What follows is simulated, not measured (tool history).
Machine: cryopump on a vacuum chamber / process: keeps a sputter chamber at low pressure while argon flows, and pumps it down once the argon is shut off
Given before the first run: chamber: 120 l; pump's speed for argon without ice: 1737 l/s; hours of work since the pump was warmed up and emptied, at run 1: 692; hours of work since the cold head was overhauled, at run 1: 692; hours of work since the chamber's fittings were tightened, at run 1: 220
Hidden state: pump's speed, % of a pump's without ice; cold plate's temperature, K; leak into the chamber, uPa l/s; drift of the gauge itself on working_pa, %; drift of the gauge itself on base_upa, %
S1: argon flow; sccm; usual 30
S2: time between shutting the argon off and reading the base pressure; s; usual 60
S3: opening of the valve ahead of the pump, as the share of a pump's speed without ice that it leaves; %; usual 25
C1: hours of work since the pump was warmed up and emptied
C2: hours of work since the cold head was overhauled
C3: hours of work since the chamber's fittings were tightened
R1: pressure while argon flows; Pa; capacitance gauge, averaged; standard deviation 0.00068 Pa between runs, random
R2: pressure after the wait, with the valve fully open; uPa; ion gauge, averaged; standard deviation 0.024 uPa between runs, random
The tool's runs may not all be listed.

run,day,S1,S2,S3,C1,C2,C3,R1,R2
1,0,30,60,25,692,692,220,0.1279,1.03
2,1.85,30,60,25,719,719,248,0.1272,1.08
# day 3.6: pump warmed up, emptied and cooled again
3,3.6,14,60,25,0,742,271,0.0558,0.93
4,4.533,14,60,25,14,756,285,0.0543,0.99
5,5.692,14,60,25,31,773,302,0.0549,0.98
6,7.879,14,60,25,64,806,335,0.0553,0.97
7,9.038,14,60,25,81,823,352,0.0556,1.02
8,10.5,30,60,25,103,845,374,0.1186,1.06
9,11.721,30,60,25,121,863,392,0.1183,0.96
10,13.971,30,60,25,155,897,426,0.1199,1.02
11,14.883,30,60,25,168,911,440,0.1191,1
12,16.4,30,60,25,191,933,462,0.12,1.05
13,17.404,30,60,25,206,948,477,0.1187,1.05
14,18.838,30,60,49,227,970,499,0.0622,1.02
15,20.508,30,48,25,252,995,523,0.1194,1.22
16,22.425,30,45,25,281,1023,552,0.1197,1.29
17,24.054,30,45,25,305,1047,576,0.1205,1.31
18,25.367,12,35,52,325,1067,596,0.0241,1.56
19,26.946,16,62,36,348,1091,619,0.0465,1.04
20,28.304,54,62,41,369,1111,640,0.1377,0.99
21,29.379,13,40,22,385,1127,656,0.06,1.46
22,31.008,13,40,22,409,1151,680,0.0597,1.43
23,33.138,30,173,25,441,1183,712,0.1222,0.61

Expected results for the next run?
24,34.062,30,60,20,455,1197,726,?,?

For run 24 the tool returned R1 0.1513 Pa, R2 1.09 uPa.
With the hidden condition absent and the run-to-run variation left alone, this run would have shown R1 0.1453 Pa, R2 0.89 uPa.
